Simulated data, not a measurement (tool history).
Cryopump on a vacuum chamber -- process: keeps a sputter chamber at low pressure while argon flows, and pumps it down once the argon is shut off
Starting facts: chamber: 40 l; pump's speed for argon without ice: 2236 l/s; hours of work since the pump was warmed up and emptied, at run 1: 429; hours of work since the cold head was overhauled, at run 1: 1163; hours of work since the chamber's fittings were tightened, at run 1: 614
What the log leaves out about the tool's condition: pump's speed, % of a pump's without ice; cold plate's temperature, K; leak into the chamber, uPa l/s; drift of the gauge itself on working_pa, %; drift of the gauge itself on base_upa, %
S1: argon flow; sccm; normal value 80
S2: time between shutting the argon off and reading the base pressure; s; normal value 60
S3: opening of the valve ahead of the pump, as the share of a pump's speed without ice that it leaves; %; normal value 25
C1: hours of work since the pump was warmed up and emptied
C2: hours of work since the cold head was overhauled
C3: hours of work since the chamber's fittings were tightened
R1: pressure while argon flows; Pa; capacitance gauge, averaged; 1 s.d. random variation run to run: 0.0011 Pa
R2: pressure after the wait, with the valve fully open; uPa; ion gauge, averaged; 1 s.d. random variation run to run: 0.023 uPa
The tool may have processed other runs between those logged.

run	hour	S1	S2	S3	C1	C2	C3	R1	R2
1	0	80	60	25	429	1163	614	0.2553	1.29
2	48	80	60	59	459	1193	644	0.1165	1.3
3	92.1	80	60	59	487	1221	672	0.1197	1.28
4	141.1	80	144	25	518	1252	703	0.2583	0.71
5	182.4	80	23	25	544	1278	729	0.2589	2.84
6	224.1	80	60	25	570	1304	755	0.2596	1.32
7	250.4	80	60	25	587	1321	772	0.2634	1.31
8	293.9	80	60	25	615	1349	800	0.2636	1.33
9	327.6	96	60	25	636	1370	821	0.3142	1.33
10	371.2	80	60	25	664	1398	849	0.2658	1.36
11	403.6	80	60	25	684	1418	869	0.2638	1.37
12	428.7	80	60	23	700	1434	885	0.2868	1.4
13	451.5	80	60	23	714	1448	899	0.2851	1.39
# hour 461.7: pump warmed up, emptied and cooled again
14	494.3	80	60	23	21	1472	923	0.2647	1.26
15	519.5	80	60	25	37	1488	939	0.2432	1.24
16	565	80	60	25	65	1517	968	0.2433	1.29
17	602.1	80	60	25	89	1541	992	0.2467	1.27
18	644.5	33	133	60	116	1567	1018	0.0437	0.78
19	665.2	57	24	57	129	1581	1032	0.0787	2.74
20	693.1	80	228	25	147	1598	1049	0.2467	0.62
21	724.6	80	277	25	167	1618	1069	0.2476	0.54
22	771	83	131	39	196	1648	1099	0.1682	0.81
23	814.1	79	190	39	223	1675	1126	0.1597	0.67
24	837.4	79	190	39	238	1690	1141	0.1592	0.7
25	878	80	125	21	264	1715	1166	0.2986	0.83
# hour 890.2: leaking fittings of the chamber tightened, without venting
26	910.3	80	125	18	283	1734	13	0.3444	0.62
27	943.2	74	30	15	304	1755	34	0.3831	2.1
28	967.4	77	141	33	319	1771	49	0.1846	0.6
29	989.1	47	45	55	333	1784	63	0.0706	1.44
30	1027.8	60	60	35	357	1809	87	0.1365	1.15
31	1060.3	60	161	35	378	1829	108	0.1383	0.55
32	1084.2	98	23	44	393	1845	123	0.1823	2.66
33	1115	98	23	44	412	1864	142	0.1821	2.64

Each row is a separate what-if for the run after 33, all from the same tool condition, not one after another. Results?
A	1138.3	61	116	43	427	1879	157	?	?
B	1138.3	80	27	25	427	1879	157	?	?
C	1138.3	48	258	20	427	1879	157	?	?

run	R1	R2
A	0.1164	0.71
B	0.2539	2.33
C	0.1899	0.42
With the hidden condition removed and each run's random variation left untouched, the same runs would have given:
run	R1	R2
A	0.1067	0.64
B	0.2412	2.27
C	0.1823	0.36
